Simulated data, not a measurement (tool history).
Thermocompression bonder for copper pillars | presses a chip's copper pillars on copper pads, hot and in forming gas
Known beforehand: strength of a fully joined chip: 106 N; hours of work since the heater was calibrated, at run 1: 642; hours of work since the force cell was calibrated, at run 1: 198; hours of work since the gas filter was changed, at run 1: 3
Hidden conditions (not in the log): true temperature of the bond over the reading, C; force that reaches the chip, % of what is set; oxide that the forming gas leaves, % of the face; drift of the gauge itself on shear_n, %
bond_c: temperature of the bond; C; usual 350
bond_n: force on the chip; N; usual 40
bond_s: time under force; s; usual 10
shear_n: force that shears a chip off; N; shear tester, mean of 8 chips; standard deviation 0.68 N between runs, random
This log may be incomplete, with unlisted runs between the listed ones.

| run | hour | bond_c | bond_n | bond_s | hours of work since the heater was calibrated | hours of work since the force cell was calibrated | hours of work since the gas filter was changed | shear_n |
|---|---|---|---|---|---|---|---|---|
| 1 | 0 | 350 | 40 | 10 | 642 | 198 | 3 | 48 |
| 2 | 30.8 | 350 | 52 | 10 | 660 | 216 | 20 | 54.1 |
| 3 | 48.4 | 351 | 52 | 10 | 670 | 226 | 30 | 53.9 |
| 4 | 85.9 | 351 | 52 | 10 | 691 | 247 | 51 | 52.9 |
| 5 | 108.8 | 351 | 52 | 10 | 704 | 260 | 64 | 52.9 |
| 6 | 130.1 | 351 | 52 | 10 | 716 | 272 | 76 | 52.5 |
| 7 | 165.5 | 350 | 56 | 10 | 736 | 291 | 96 | 52.9 |
| 8 | 188.2 | 343 | 40 | 10 | 748 | 304 | 109 | 41.1 |
| 9 | 218.9 | 343 | 40 | 10 | 766 | 322 | 126 | 40.4 |
| 10 | 251.2 | 350 | 40 | 11 | 784 | 340 | 144 | 45.7 |
|  | 269.3 | forming gas filter changed |
| 11 | 280.1 | 350 | 40 | 11 | 800 | 356 | 6 | 47.7 |
| 12 | 312.3 | 350 | 40 | 11 | 818 | 374 | 24 | 48.6 |
| 13 | 345.9 | 350 | 40 | 11 | 837 | 393 | 43 | 48.4 |
| 14 | 371.1 | 350 | 40 | 11 | 851 | 407 | 57 | 46.8 |
| 15 | 401.7 | 350 | 40 | 11 | 868 | 424 | 74 | 46.8 |
| 16 | 419.5 | 350 | 40 | 11 | 878 | 434 | 84 | 47.5 |
| 17 | 441 | 350 | 40 | 11 | 890 | 446 | 97 | 47 |
| 18 | 466 | 350 | 40 | 27 | 904 | 460 | 111 | 62.9 |
| 19 | 485.2 | 350 | 40 | 27 | 915 | 471 | 121 | 60.9 |
| 20 | 503.8 | 342 | 26 | 21 | 926 | 481 | 132 | 42.4 |
| 21 | 532.8 | 341 | 36 | 9 | 942 | 498 | 148 | 34.9 |
|  | 544.3 | forming gas filter changed |
| 22 | 564.9 | 324 | 34 | 10 | 960 | 516 | 12 | 30.8 |
| 23 | 583.9 | 350 | 35 | 25 | 970 | 526 | 22 | 60.6 |
| 24 | 614.9 | 350 | 35 | 25 | 988 | 544 | 40 | 59 |
| 25 | 633.4 | 350 | 53 | 25 | 998 | 554 | 50 | 69.8 |
| 26 | 660.6 | 350 | 40 | 24 | 1013 | 569 | 65 | 61.9 |
| 27 | 693.4 | 350 | 40 | 24 | 1032 | 588 | 84 | 61 |
| 28 | 729 | 350 | 40 | 24 | 1052 | 608 | 104 | 59 |
| 29 | 748.8 | 335 | 48 | 6 | 1063 | 619 | 115 | 34 |
|  | 756.4 | heater calibrated with a thermocouple chip |
| 30 | 788.2 | 335 | 48 | 6 | 18 | 640 | 136 | 31 |
|  | 821.5 | forming gas filter changed |
| 31 | 828.4 | 350 | 40 | 17 | 40 | 662 | 4 | 50.7 |
| 32 | 855 | 330 | 27 | 26 | 55 | 677 | 19 | 39.3 |
| 33 | 874.3 | 330 | 27 | 26 | 66 | 688 | 30 | 38.5 |
| 34 | 909.9 | 332 | 49 | 26 | 86 | 708 | 50 | 54 |
| 35 | 947.6 | 368 | 43 | 13 | 107 | 729 | 71 | 57.3 |
|  | 968.6 | force cell calibrated |
| 36 | 978.9 | 379 | 40 | 29 | 124 | 6 | 88 | 79.4 |

How the hidden state differs across the entries between the runs, from the last listed run before each to the first after it:
Logged between run 10 and run 11: forming gas filter changed (hour 269.3)
  true temperature of the bond over the reading, C: 4.3 -> 4.4; force that reaches the chip, % of what is set: 96 -> 95.8; oxide that the forming gas leaves, % of the face: 7.2 -> 1.03
  what was measured, less what the result would be without the hidden state, shear_n: -1.9 -> +1 N
Logged between run 21 and run 22: forming gas filter changed (hour 544.3)
  true temperature of the bond over the reading, C: 5.2 -> 5.3; force that reaches the chip, % of what is set: 94.1 -> 93.9; oxide that the forming gas leaves, % of the face: 7.91 -> 1.2
  what was measured, less what the result would be without the hidden state, shear_n: -1.7 -> +1 N
Logged between run 29 and run 30: heater calibrated with a thermocouple chip (hour 756.4)
  true temperature of the bond over the reading, C: 5.9 -> -0.7; force that reaches the chip, % of what is set: 92.7 -> 92.5; oxide that the forming gas leaves, % of the face: 5.9 -> 6.89
  what was measured, less what the result would be without the hidden state, shear_n: -0.8 -> -3.9 N
Logged between run 30 and run 31: forming gas filter changed (hour 821.5)
  true temperature of the bond over the reading, C: -0.7 -> -0.5; force that reaches the chip, % of what is set: 92.5 -> 92.2; oxide that the forming gas leaves, % of the face: 6.89 -> 0.69
  what was measured, less what the result would be without the hidden state, shear_n: -3.9 -> -2.4 N
Logged between run 35 and run 36: force cell calibrated (hour 968.6)
  true temperature of the bond over the reading, C: -0.1 -> 0; force that reaches the chip, % of what is set: 91.4 -> 99.9; oxide that the forming gas leaves, % of the face: 3.86 -> 4.68
  what was measured, less what the result would be without the hidden state, shear_n: -4.5 -> -3.5 N

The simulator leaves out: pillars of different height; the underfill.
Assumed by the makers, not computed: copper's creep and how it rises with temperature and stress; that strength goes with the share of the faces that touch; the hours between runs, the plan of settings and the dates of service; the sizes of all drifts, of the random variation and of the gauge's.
